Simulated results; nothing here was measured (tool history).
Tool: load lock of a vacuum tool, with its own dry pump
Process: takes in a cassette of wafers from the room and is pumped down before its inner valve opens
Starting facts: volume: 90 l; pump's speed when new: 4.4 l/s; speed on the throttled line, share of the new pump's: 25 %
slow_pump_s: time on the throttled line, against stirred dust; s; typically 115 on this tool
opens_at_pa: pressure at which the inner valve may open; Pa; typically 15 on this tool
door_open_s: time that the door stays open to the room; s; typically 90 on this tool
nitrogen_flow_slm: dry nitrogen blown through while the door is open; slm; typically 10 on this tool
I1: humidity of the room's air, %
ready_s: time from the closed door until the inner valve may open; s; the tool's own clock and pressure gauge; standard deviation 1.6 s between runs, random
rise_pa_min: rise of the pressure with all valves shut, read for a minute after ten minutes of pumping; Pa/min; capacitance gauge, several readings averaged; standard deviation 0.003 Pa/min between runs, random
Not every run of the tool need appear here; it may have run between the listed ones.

run 1 hour=0.0 | slow_pump_s=115 opens_at_pa=15 door_open_s=90 nitrogen_flow_slm=10 | I1=41.4 | ready_s=269.3 rise_pa_min=0.021
run 2 hour=257.5 | slow_pump_s=115 opens_at_pa=15 door_open_s=90 nitrogen_flow_slm=10 | I1=45.6 | ready_s=264.4 rise_pa_min=0.021
run 3 hour=537.1 | slow_pump_s=115 opens_at_pa=13 door_open_s=90 nitrogen_flow_slm=10 | I1=43.7 | ready_s=271.8 rise_pa_min=0.022
run 4 hour=809.4 | slow_pump_s=115 opens_at_pa=13 door_open_s=90 nitrogen_flow_slm=10 | I1=47.0 | ready_s=269.4 rise_pa_min=0.026
run 5 hour=979.7 | slow_pump_s=115 opens_at_pa=13 door_open_s=90 nitrogen_flow_slm=10 | I1=44.8 | ready_s=269.3 rise_pa_min=0.023
-- hour=1295.1 dry pump taken out, an overhauled one fitted
run 6 hour=1323.7 | slow_pump_s=115 opens_at_pa=13 door_open_s=90 nitrogen_flow_slm=10 | I1=46.6 | ready_s=270.1 rise_pa_min=0.021
run 7 hour=1583.6 | slow_pump_s=115 opens_at_pa=15 door_open_s=90 nitrogen_flow_slm=10 | I1=43.8 | ready_s=267.8 rise_pa_min=0.027
run 8 hour=1884.8 | slow_pump_s=115 opens_at_pa=15 door_open_s=90 nitrogen_flow_slm=10 | I1=46.9 | ready_s=267.9 rise_pa_min=0.025
run 9 hour=2151.4 | slow_pump_s=115 opens_at_pa=16 door_open_s=90 nitrogen_flow_slm=10 | I1=42.6 | ready_s=262.6 rise_pa_min=0.021
run 10 hour=2419.4 | slow_pump_s=115 opens_at_pa=29 door_open_s=90 nitrogen_flow_slm=10 | I1=44.1 | ready_s=253.1 rise_pa_min=0.026
run 11 hour=2651.5 | slow_pump_s=115 opens_at_pa=15 door_open_s=90 nitrogen_flow_slm=10 | I1=45.9 | ready_s=269.9 rise_pa_min=0.028
run 12 hour=2831.4 | slow_pump_s=115 opens_at_pa=15 door_open_s=90 nitrogen_flow_slm=10 | I1=44.7 | ready_s=268.5 rise_pa_min=0.021
run 13 hour=3138.0 | slow_pump_s=220 opens_at_pa=15 door_open_s=90 nitrogen_flow_slm=10 | I1=45.9 | ready_s=344.9 rise_pa_min=0.024
run 14 hour=3391.1 | slow_pump_s=220 opens_at_pa=15 door_open_s=90 nitrogen_flow_slm=10 | I1=44.7 | ready_s=348.9 rise_pa_min=0.021
run 15 hour=3571.6 | slow_pump_s=220 opens_at_pa=15 door_open_s=90 nitrogen_flow_slm=10 | I1=46.5 | ready_s=345.9 rise_pa_min=0.026
run 16 hour=3778.8 | slow_pump_s=220 opens_at_pa=15 door_open_s=90 nitrogen_flow_slm=10 | I1=44.2 | ready_s=347.1 rise_pa_min=0.025
run 17 hour=3931.3 | slow_pump_s=220 opens_at_pa=15 door_open_s=90 nitrogen_flow_slm=10 | I1=44.5 | ready_s=347.6 rise_pa_min=0.021
run 18 hour=4069.0 | slow_pump_s=115 opens_at_pa=15 door_open_s=90 nitrogen_flow_slm=10 | I1=45.1 | ready_s=267.9 rise_pa_min=0.024
run 19 hour=4365.5 | slow_pump_s=115 opens_at_pa=15 door_open_s=90 nitrogen_flow_slm=10 | I1=45.0 | ready_s=268.7 rise_pa_min=0.023
run 20 hour=4574.6 | slow_pump_s=66 opens_at_pa=15 door_open_s=29 nitrogen_flow_slm=10 | I1=46.2 | ready_s=231.0 rise_pa_min=0.013
-- hour=4858.7 door's seal changed, seat wiped
run 21 hour=4858.7 | slow_pump_s=104 opens_at_pa=29 door_open_s=41 nitrogen_flow_slm=11 | I1=45.6 | ready_s=247.5 rise_pa_min=0.008
run 22 hour=5067.8 | slow_pump_s=132 opens_at_pa=15 door_open_s=46 nitrogen_flow_slm=10 | I1=43.1 | ready_s=279.4 rise_pa_min=0.019
run 23 hour=5301.2 | slow_pump_s=100 opens_at_pa=15 door_open_s=91 nitrogen_flow_slm=26 | I1=46.6 | ready_s=256.4 rise_pa_min=0.009
run 24 hour=5617.1 | slow_pump_s=167 opens_at_pa=15 door_open_s=91 nitrogen_flow_slm=26 | I1=44.6 | ready_s=303.4 rise_pa_min=0.012
run 25 hour=5879.0 | slow_pump_s=87 opens_at_pa=20 door_open_s=90 nitrogen_flow_slm=16 | I1=41.9 | ready_s=240.1 rise_pa_min=0.017
run 26 hour=6143.4 | slow_pump_s=121 opens_at_pa=16 door_open_s=80 nitrogen_flow_slm=34 | I1=45.5 | ready_s=272.2 rise_pa_min=0.010
run 27 hour=6339.0 | slow_pump_s=225 opens_at_pa=23 door_open_s=90 nitrogen_flow_slm=27 | I1=42.5 | ready_s=344.4 rise_pa_min=0.008
run 28 hour=6583.0 | slow_pump_s=225 opens_at_pa=23 door_open_s=90 nitrogen_flow_slm=27 | I1=46.7 | ready_s=341.7 rise_pa_min=0.015
run 29 hour=6739.4 | slow_pump_s=105 opens_at_pa=11 door_open_s=188 nitrogen_flow_slm=10 | I1=43.9 | ready_s=269.6 rise_pa_min=0.032
run 30 hour=6886.9 | slow_pump_s=115 opens_at_pa=15 door_open_s=126 nitrogen_flow_slm=31 | I1=42.8 | ready_s=269.3 rise_pa_min=0.012
run 31 hour=7207.2 | slow_pump_s=71 opens_at_pa=15 door_open_s=159 nitrogen_flow_slm=11 | I1=46.0 | ready_s=232.0 rise_pa_min=0.032
run 32 hour=7402.8 | slow_pump_s=71 opens_at_pa=18 door_open_s=133 nitrogen_flow_slm=11 | I1=43.1 | ready_s=228.7 rise_pa_min=0.028
run 33 hour=7676.2 | slow_pump_s=71 opens_at_pa=18 door_open_s=133 nitrogen_flow_slm=39 | I1=46.0 | ready_s=231.2 rise_pa_min=0.014
run 34 hour=7878.4 | slow_pump_s=202 opens_at_pa=26 door_open_s=133 nitrogen_flow_slm=6 | I1=44.4 | ready_s=322.2 rise_pa_min=0.032
run 35 hour=8129.2 | slow_pump_s=89 opens_at_pa=15 door_open_s=90 nitrogen_flow_slm=8 | I1=43.4 | ready_s=246.2 rise_pa_min=0.021
run 36 hour=8448.5 | slow_pump_s=89 opens_at_pa=15 door_open_s=90 nitrogen_flow_slm=8 | I1=47.8 | ready_s=247.6 rise_pa_min=0.030

Consider 3 possible next runs. They are alternatives, not a sequence: every one starts from the tool as it was left by run 36. What does each give?
run A hour=8756.1 | slow_pump_s=115 opens_at_pa=26 door_open_s=97 nitrogen_flow_slm=22 | I1=44.2 | ready_s=? rise_pa_min=?
run B hour=8756.1 | slow_pump_s=89 opens_at_pa=25 door_open_s=132 nitrogen_flow_slm=8 | I1=45.2 | ready_s=? rise_pa_min=?
run C hour=8756.1 | slow_pump_s=115 opens_at_pa=19 door_open_s=89 nitrogen_flow_slm=13 | I1=45.5 | ready_s=? rise_pa_min=?

run=A ready_s=253.9 rise_pa_min=0.015
run=B ready_s=235.0 rise_pa_min=0.030
run=C ready_s=262.6 rise_pa_min=0.019
Stripped of hidden state, with their random variation kept, the same runs would have yielded:
run=A ready_s=253.9 rise_pa_min=0.015
run=B ready_s=235.0 rise_pa_min=0.030
run=C ready_s=262.5 rise_pa_min=0.018

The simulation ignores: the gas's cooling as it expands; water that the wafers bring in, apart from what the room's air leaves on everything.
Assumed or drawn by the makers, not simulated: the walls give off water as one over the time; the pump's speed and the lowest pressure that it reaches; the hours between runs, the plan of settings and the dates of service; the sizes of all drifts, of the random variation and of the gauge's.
